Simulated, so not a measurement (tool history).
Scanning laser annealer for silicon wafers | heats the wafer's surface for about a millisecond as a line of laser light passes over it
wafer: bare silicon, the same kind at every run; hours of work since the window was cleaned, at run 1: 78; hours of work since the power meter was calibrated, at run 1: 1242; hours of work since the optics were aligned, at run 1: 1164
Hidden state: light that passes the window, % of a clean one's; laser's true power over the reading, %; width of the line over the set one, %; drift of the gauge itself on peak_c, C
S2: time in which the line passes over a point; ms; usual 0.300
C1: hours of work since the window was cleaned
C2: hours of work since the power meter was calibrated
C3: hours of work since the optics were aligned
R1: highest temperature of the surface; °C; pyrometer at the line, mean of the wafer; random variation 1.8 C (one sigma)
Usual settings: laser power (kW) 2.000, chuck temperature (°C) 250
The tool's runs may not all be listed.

Run 1, hour 0.0: usual settings; C1 78; C2 1242; C3 1164. Result: R1 963 °C.
Run 2, hour 50.9: usual settings; C1 101; C2 1265; C3 1187. Result: R1 960 °C.
Run 3, hour 111.9: usual settings; C1 129; C2 1292; C3 1215. Result: R1 959 °C.
Run 4, hour 191.1: usual settings but S2 0.279 ms; C1 165; C2 1328; C3 1250. Result: R1 928 °C.
Run 5, hour 245.4: usual settings but S2 0.279 ms; C1 189; C2 1353; C3 1275. Result: R1 927 °C.
Run 6, hour 329.3: usual settings but S2 0.279 ms; C1 227; C2 1391; C3 1313. Result: R1 925 °C.
Run 7, hour 408.0: usual settings but S2 0.279 ms; C1 263; C2 1426; C3 1349. Result: R1 920 °C.
Run 8, hour 497.6: usual settings but S2 0.279 ms; C1 303; C2 1467; C3 1389. Result: R1 918 °C.
Run 9, hour 548.1: usual settings; C1 326; C2 1490; C3 1412. Result: R1 941 °C.
Run 10, hour 616.6: usual settings; C1 357; C2 1521; C3 1443. Result: R1 939 °C.
At hour 693.4: optics aligned, line set to its width.
Run 11, hour 696.1: usual settings but S2 0.306 ms; C1 391; C2 1554; C3 1. Result: R1 958 °C.
Run 12, hour 743.1: usual settings but S2 0.316 ms; C1 412; C2 1576; C3 22. Result: R1 967 °C.
Run 13, hour 819.6: usual settings but S2 0.316 ms; C1 447; C2 1610; C3 57. Result: R1 963 °C.
Run 14, hour 856.1: usual settings but chuck temperature (°C) 232; C1 463; C2 1627; C3 74. Result: R1 926 °C.
At hour 916.9: window over the wafer cleaned.
Run 15, hour 939.7: usual settings; C1 10; C2 1664; C3 110. Result: R1 981 °C.
Run 16, hour 985.8: usual settings; C1 31; C2 1684; C3 131. Result: R1 977 °C.
Run 17, hour 1051.9: usual settings but chuck temperature (°C) 241; C1 61; C2 1714; C3 161. Result: R1 969 °C.
Run 18, hour 1124.0: usual settings but chuck temperature (°C) 241; C1 94; C2 1747; C3 194. Result: R1 967 °C.
Run 19, hour 1179.5: usual settings but chuck temperature (°C) 241; C1 119; C2 1772; C3 219. Result: R1 963 °C.
Run 20, hour 1252.1: usual settings; C1 152; C2 1805; C3 252. Result: R1 969 °C.
Run 21, hour 1307.8: usual settings but laser power (kW) 2.152, S2 0.228 ms; C1 177; C2 1830; C3 277. Result: R1 923 °C.
Run 22, hour 1370.5: usual settings but laser power (kW) 2.152, S2 0.228 ms; C1 205; C2 1858; C3 305. Result: R1 923 °C.
Run 23, hour 1447.1: usual settings but laser power (kW) 2.034, S2 0.269 ms, chuck temperature (°C) 230; C1 240; C2 1893; C3 340. Result: R1 913 °C.
Run 24, hour 1501.0: usual settings but laser power (kW) 2.077, chuck temperature (°C) 262; C1 264; C2 1917; C3 364. Result: R1 1001 °C.
Run 25, hour 1563.8: usual settings but laser power (kW) 1.712, S2 0.297 ms, chuck temperature (°C) 262; C1 293; C2 1946; C3 393. Result: R1 865 °C.
Run 26, hour 1648.4: usual settings but laser power (kW) 1.785, S2 0.274 ms, chuck temperature (°C) 262; C1 331; C2 1984; C3 431. Result: R1 858 °C.
Run 27, hour 1725.1: usual settings but laser power (kW) 1.755, S2 0.274 ms, chuck temperature (°C) 262; C1 366; C2 2019; C3 466. Result: R1 848 °C.
Run 28, hour 1798.2: usual settings but laser power (kW) 1.755, S2 0.355 ms, chuck temperature (°C) 262; C1 399; C2 2052; C3 499. Result: R1 928 °C.
Run 29, hour 1875.6: usual settings but laser power (kW) 1.952, S2 0.309 ms; C1 434; C2 2087; C3 534. Result: R1 940 °C.
Run 30, hour 1952.8: usual settings but laser power (kW) 2.097, S2 0.340 ms, chuck temperature (°C) 240; C1 468; C2 2122; C3 569. Result: R1 1014 °C.
At hour 2001.0: window over the wafer cleaned.
Run 31, hour 2029.8: usual settings but laser power (kW) 1.759, S2 0.240 ms, chuck temperature (°C) 267; C1 13; C2 2156; C3 603. Result: R1 836 °C.
Run 32, hour 2104.1: usual settings but laser power (kW) 1.759, S2 0.240 ms, chuck temperature (°C) 267; C1 47; C2 2189; C3 636. Result: R1 833 °C.
Run 33, hour 2160.2: usual settings but laser power (kW) 1.767, S2 0.241 ms; C1 72; C2 2215; C3 662. Result: R1 823 °C.
Run 34, hour 2221.3: usual settings but laser power (kW) 1.831; C1 100; C2 2242; C3 689. Result: R1 907 °C.
Run 35, hour 2282.9: usual settings but laser power (kW) 2.167, S2 0.289 ms, chuck temperature (°C) 277; C1 127; C2 2270; C3 717. Result: R1 1042 °C.
Run 36, hour 2363.0: usual settings but laser power (kW) 2.167, S2 0.289 ms, chuck temperature (°C) 277; C1 164; C2 2306; C3 753. Result: R1 1039 °C.
Run 37, hour 2411.7: usual settings but laser power (kW) 2.167, S2 0.289 ms, chuck temperature (°C) 275; C1 186; C2 2328; C3 775. Result: R1 1033 °C.
Run 38, hour 2487.2: usual settings but S2 0.252 ms; C1 220; C2 2363; C3 809. Result: R1 900 °C.
Run 39, hour 2569.1: usual settings but laser power (kW) 2.048, S2 0.213 ms; C1 257; C2 2400; C3 846. Result: R1 859 °C.
Run 40, hour 2642.7: usual settings but laser power (kW) 2.098, S2 0.308 ms, chuck temperature (°C) 279; C1 290; C2 2433; C3 880. Result: R1 1029 °C.

Hidden state or all else? Some run-to-run changes of R1, split into what the settings, what came in and random variation would give without the hidden state, and what is left for the hidden state (with any gauge scatter that isn't in both results):
Run 10 -> 11: S2 0.300 -> 0.306, optics aligned, line set to its width. R1 +19 °C: hidden state +10, all else +9.
Run 14 -> 15: chuck temperature (°C) 232 -> 250, window over the wafer cleaned. R1 +55 °C: hidden state +35, all else +20.
Run 24 -> 25: laser power (kW) 2.077 -> 1.712, S2 0.300 -> 0.297. R1 -136 °C: hidden state +1, all else -137.
Run 30 -> 31: laser power (kW) 2.097 -> 1.759, S2 0.340 -> 0.240, chuck temperature (°C) 240 -> 267, window over the wafer cleaned. R1 -178 °C: hidden state +38, all else -216.
Run 39 -> 40: laser power (kW) 2.048 -> 2.098, S2 0.213 -> 0.308, chuck temperature (°C) 250 -> 279. R1 +170 °C: hidden state -7, all else +177.
